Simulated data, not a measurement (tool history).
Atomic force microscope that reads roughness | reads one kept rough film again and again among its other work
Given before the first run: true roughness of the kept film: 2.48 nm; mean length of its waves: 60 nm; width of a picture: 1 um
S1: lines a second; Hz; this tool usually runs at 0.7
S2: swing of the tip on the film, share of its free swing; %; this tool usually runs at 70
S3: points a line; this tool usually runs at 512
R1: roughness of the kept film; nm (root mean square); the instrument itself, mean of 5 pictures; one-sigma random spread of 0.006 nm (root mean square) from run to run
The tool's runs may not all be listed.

run	hour	S1	S2	S3	R1
1	0	0.7	70	512	2.344
2	44.9	0.7	70	512	2.307
# hour 54.7: new tip fitted
3	63.7	0.7	70	512	2.389
4	106.6	0.7	70	512	2.388
5	141.7	0.7	70	512	2.378
6	165.1	0.7	70	512	2.361
7	200	0.7	70	512	2.346
8	220.9	0.7	70	512	2.337
9	264.7	0.7	70	512	2.32
10	296.4	0.7	70	512	2.316
# hour 301.8: new tip fitted
11	319.2	0.7	70	512	2.391
12	364	2.906	70	512	2.255
13	385.9	1.269	70	512	2.338
14	429.1	0.7	70	972	2.364
15	470.1	0.7	70	972	2.349
16	511.7	0.7	70	418	2.331
# hour 550.8: new tip fitted
17	554.6	0.7	70	512	2.41
18	594	3.56	88	1023	1.981
19	630	1.546	57	277	2.366
20	648.7	1.109	72	512	2.338
21	674.6	1.109	72	512	2.324
22	695.4	1.45	61	512	2.342
# hour 699.8: height scale calibrated on a step standard
23	731	1.237	60	385	2.345
24	757.8	0.934	72	763	2.295
25	790.2	0.945	81	804	2.264
# hour 802: new tip fitted
26	832.4	0.595	79	258	2.391
# hour 868.2: height scale calibrated on a step standard, once more
27	868.2	0.644	62	323	2.381
28	886.4	0.644	62	323	2.378
29	931.6	2.054	70	512	2.271
30	969.8	2.054	70	512	2.267
31	1011.8	2.054	70	512	2.238
32	1032.4	3.749	58	357	2.243
# hour 1051: new tip fitted
33	1056.8	1.556	58	357	2.396

Results for each run, recomputed without the tool's hidden state and with each run's random variation untouched:
Hidden state present: radius of the tip, nm; height scale over the true one, %; drift of the gauge itself on roughness_nm, %.
run	R1
1	2.408
2	2.388
3	2.384
4	2.4
5	2.405
6	2.397
7	2.396
8	2.396
9	2.396
10	2.405
11	2.39
12	2.271
13	2.363
14	2.405
15	2.406
16	2.403
17	2.399
18	1.987
19	2.387
20	2.367
21	2.365
22	2.392
23	2.403
24	2.364
25	2.344
26	2.381
27	2.408
28	2.411
29	2.319
30	2.33
31	2.318
32	2.33
33	2.396
